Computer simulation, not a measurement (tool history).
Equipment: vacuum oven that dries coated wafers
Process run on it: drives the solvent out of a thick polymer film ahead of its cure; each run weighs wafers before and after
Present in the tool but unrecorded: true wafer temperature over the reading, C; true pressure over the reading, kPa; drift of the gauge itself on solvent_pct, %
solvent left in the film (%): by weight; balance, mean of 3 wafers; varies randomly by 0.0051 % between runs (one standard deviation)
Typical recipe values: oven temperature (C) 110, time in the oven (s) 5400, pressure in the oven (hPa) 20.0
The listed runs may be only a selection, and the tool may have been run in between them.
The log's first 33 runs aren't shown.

run     day  oven temperature (C)  time in the oven (s)  pressure in the oven (hPa)  hours of work since the thermocouples were calibrated  hours of work since the vacuum gauge was cleaned of residue  solvent left in the film (%)
 34  13.608                    99                  5400                        20.0                                                     38                                                          642                         4.681
 35  14.004                    99                  5400                        20.0                                                     45                                                          649                         4.685
 36  14.383                    99                  5400                        20.0                                                     52                                                          656                         4.682
 37  14.867                    99                  3360                        10.6                                                     61                                                          665                         7.400
 38  15.146                    99                  3360                        10.6                                                     66                                                          671                         7.383
 39  15.525                   118                  6360                        60.0                                                     73                                                          678                         1.463
 40  16.046                   118                  6360                        60.0                                                     83                                                          687                         1.463
 41  16.329                   110                  4080                        14.1                                                     88                                                          693                         1.948
 42  16.846                   110                  4080                        14.1                                                     98                                                          702                         1.939
 43  17.258                    98                  5400                        17.4                                                    106                                                          710                         5.015
 44  17.717                   107                  6720                        20.0                                                    114                                                          718                         1.344
 45  18.062                   107                  6540                        15.9                                                    121                                                          725                         1.268
 46  18.479                   110                  5400                        34.2                                                    128                                                          733                         1.718

Branching from run 46: 3 alternative next runs. What would each branch give?
  A  18.975                   110                  5400                        45.6                                                    138                                                          742                             ?
  B  18.975                   110                  8820                        34.2                                                    138                                                          742                             ?
  C  18.975                   110                  5820                        34.2                                                    138                                                          742                             ?

run  solvent left in the film (%)
  A                         2.052
  B                         1.178
  C                         1.580
With the hidden condition removed and each run's random variation left untouched, the same runs would have given:
run  solvent left in the film (%)
  A                         2.080
  B                         1.139
  C                         1.590
